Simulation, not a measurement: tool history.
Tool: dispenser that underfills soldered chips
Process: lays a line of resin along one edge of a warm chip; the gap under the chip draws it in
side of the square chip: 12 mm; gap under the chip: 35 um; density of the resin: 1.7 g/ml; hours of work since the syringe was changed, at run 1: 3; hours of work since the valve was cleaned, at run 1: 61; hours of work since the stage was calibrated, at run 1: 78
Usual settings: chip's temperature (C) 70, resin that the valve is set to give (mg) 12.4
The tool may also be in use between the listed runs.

run	hour	chip's temperature (C)	resin that the valve is set to give (mg)	hours of work since the syringe was changed	hours of work since the valve was cleaned	hours of work since the stage was calibrated	time until the resin shows at the far edge (s)	resin that the valve gave (mg)
1	0	70	12.4	3	61	78	229.4	12.1
2	4.6	70	11.8	6	64	82	307.3	11.52
3	10.3	70	11.8	10	68	86	433.8	11.51
# hour 11.8: new syringe of resin
4	14.1	70	12.4	2	71	88	211.1	12.03
5	19.1	70	12.4	5	75	92	289.7	12.05
6	23.7	70	12.4	9	78	95	376.6	11.98
7	26.3	67	12.4	11	80	97	506.2	11.96
# hour 27.1: new syringe of resin
8	32.5	76	12.4	4	84	102	196.9	11.96
9	36.9	76	15.7	7	88	105	247.9	15.18
# hour 42.8: new syringe of resin
10	43	77	15.7	0	92	109	134.1	15.1
11	47.2	70	12.4	3	95	112	248.1	11.93
# hour 50.9: dispensing valve cleaned and set on the balance
12	54.6	70	12.4	8	3	117	349.3	12.36
# hour 59.3: new syringe of resin
13	59.5	60	12.4	0	6	121	297.3	12.39
14	64.1	60	12.4	4	10	124	401.9	12.33
15	66.8	70	12.4	6	12	126	295.7	12.33
16	71.1	76	10.5	9	15	129	306.6	10.43
17	74.1	76	10.5	11	17	131	365.5	10.44
# hour 74.8: new syringe of resin
18	80	61	15.8	4	21	136	370.5	15.68
19	83.6	73	15.8	7	24	138	264.5	15.65
20	88.2	70	12.4	10	27	142	418.1	12.26
# hour 90.2: new syringe of resin
21	93	85	14.3	2	30	145	111.4	14.07
22	95.5	61	13.7	4	32	147	381.6	13.47
23	98.1	61	13.7	6	34	149	450.4	13.44
24	101.8	68	14.5	9	37	152	393.4	14.32
# hour 105.6: new syringe of resin
25	108.1	68	14.5	2	42	156	229.3	14.24
26	112.5	57	14	5	45	159	505	13.68
27	117	57	14	8	48	163	668.4	13.73
28	119.6	59	10.5	10	50	165	752.4	10.29
# hour 121.1: new syringe of resin
29	126.2	58	15.2	4	55	169	420.7	14.85

4 ways to go on from here, each from the tool as it stands after run 29. What would each give?
A	128.9	74	11.9	6	57	171	?	?
B	128.9	64	12.4	6	57	171	?	?
C	128.9	77	12.5	6	57	171	?	?
D	128.9	71	15.2	6	57	171	?	?

run	time until the resin shows at the far edge (s)	resin that the valve gave (mg)
A	246.5	11.6
B	388	12.15
C	217.8	12.21
D	267.3	14.9
Without the tool's hidden state the same runs would have given:
run	time until the resin shows at the far edge (s)	resin that the valve gave (mg)
A	148.5	11.87
B	233.5	12.44
C	131.5	12.5
D	161.6	15.26
